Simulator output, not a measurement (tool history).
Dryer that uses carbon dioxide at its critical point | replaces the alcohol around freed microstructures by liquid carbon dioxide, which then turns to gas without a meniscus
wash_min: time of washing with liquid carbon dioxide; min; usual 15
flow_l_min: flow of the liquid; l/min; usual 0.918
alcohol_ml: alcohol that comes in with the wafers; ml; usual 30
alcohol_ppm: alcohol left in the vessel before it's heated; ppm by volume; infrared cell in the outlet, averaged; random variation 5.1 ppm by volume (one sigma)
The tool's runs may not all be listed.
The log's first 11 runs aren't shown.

run,hour,wash_min,flow_l_min,alcohol_ml,alcohol_ppm
12,138.1,15,0.918,46,230
13,148.4,15,1.106,30,119
14,161.5,15,1.106,30,123
15,176.6,15,1.106,30,119
16,192.8,23,1.106,30,87
17,203.6,23,1.106,30,87
18,214.4,15,1.106,30,128
19,222.9,15,1.106,30,127
20,234.0,15,1.106,30,127
21,245.2,18,0.781,31,194

Run 22 comes next. What will it give?
22,263.1,13,1.034,114,?

Run 22 gave alcohol_ppm 534 ppm by volume.
Without the tool's hidden state the same run would have given alcohol_ppm 309 ppm by volume.

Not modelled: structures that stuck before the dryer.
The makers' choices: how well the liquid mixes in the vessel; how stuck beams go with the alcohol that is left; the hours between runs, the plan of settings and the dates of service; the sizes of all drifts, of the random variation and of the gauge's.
